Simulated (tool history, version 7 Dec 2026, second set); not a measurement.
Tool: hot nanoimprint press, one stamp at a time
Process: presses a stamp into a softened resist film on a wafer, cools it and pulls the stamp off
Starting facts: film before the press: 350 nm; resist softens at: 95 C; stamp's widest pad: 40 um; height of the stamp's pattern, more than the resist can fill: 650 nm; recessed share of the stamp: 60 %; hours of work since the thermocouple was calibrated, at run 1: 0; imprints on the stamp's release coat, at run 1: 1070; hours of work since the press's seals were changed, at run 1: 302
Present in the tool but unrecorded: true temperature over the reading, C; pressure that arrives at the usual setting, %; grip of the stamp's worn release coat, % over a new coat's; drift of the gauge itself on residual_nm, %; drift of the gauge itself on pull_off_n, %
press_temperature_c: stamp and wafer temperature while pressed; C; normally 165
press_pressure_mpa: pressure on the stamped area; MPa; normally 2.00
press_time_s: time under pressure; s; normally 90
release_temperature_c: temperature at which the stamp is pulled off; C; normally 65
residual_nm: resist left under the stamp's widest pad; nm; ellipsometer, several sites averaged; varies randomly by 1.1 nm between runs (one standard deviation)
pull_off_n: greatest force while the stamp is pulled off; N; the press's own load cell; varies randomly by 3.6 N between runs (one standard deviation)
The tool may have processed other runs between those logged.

| run | hour | press_temperature_c | press_pressure_mpa | press_time_s | release_temperature_c | hours of work since the thermocouple was calibrated | imprints on the stamp's release coat | hours of work since the press's seals were changed | residual_nm | pull_off_n |
|---|---|---|---|---|---|---|---|---|---|---|
| 1 | 0.0 | 165 | 2.00 | 90 | 65 | 0 | 1070 | 302 | 167.9 | 169 |
| 2 | 14.0 | 165 | 2.00 | 90 | 65 | 8 | 1133 | 310 | 167.9 | 175 |
| 3 | 23.5 | 165 | 2.00 | 90 | 65 | 14 | 1175 | 316 | 171.0 | 171 |
| 4 | 32.0 | 165 | 2.00 | 90 | 65 | 19 | 1213 | 321 | 169.8 | 177 |
| 5 | 44.6 | 165 | 2.00 | 102 | 65 | 26 | 1270 | 328 | 161.6 | 179 |
| 6 | 50.5 | 165 | 2.00 | 102 | 65 | 29 | 1296 | 331 | 160.9 | 177 |
|  | 62.4 | stamp cleaned and given a new release coat |
| 7 | 68.5 | 154 | 2.00 | 102 | 65 | 36 | 27 | 338 | 250.9 | 172 |
| 8 | 77.8 | 154 | 2.00 | 102 | 65 | 42 | 69 | 344 | 252.1 | 173 |
| 9 | 91.3 | 158 | 1.64 | 102 | 65 | 50 | 129 | 352 | 234.4 | 176 |
| 10 | 102.2 | 162 | 2.00 | 90 | 65 | 56 | 178 | 358 | 191.8 | 170 |
| 11 | 115.6 | 175 | 1.65 | 90 | 65 | 64 | 238 | 366 | 122.1 | 175 |
| 12 | 123.0 | 165 | 2.00 | 63 | 65 | 68 | 271 | 370 | 190.8 | 171 |
| 13 | 130.3 | 165 | 2.00 | 63 | 65 | 72 | 303 | 374 | 190.2 | 174 |
| 14 | 141.1 | 171 | 2.52 | 81 | 73 | 79 | 352 | 381 | 120.7 | 167 |

Predict each of these 4 candidate next runs independently; none follows another, all start after run 14:
| A | 153.0 | 171 | 2.54 | 81 | 55 | 86 | 405 | 388 | ? | ? |
| B | 153.0 | 165 | 2.00 | 48 | 65 | 86 | 405 | 388 | ? | ? |
| C | 153.0 | 165 | 2.00 | 71 | 52 | 86 | 405 | 388 | ? | ? |
| D | 153.0 | 171 | 1.64 | 59 | 65 | 86 | 405 | 388 | ? | ? |

| run | residual_nm | pull_off_n |
|---|---|---|
| A | 118.6 | 190 |
| B | 206.2 | 174 |
| C | 183.6 | 186 |
| D | 168.2 | 172 |
What these runs would have given with no unlogged condition in the tool:
| run | residual_nm | pull_off_n |
|---|---|---|
| A | 118.5 | 190 |
| B | 206.1 | 174 |
| C | 183.5 | 186 |
| D | 168.1 | 172 |
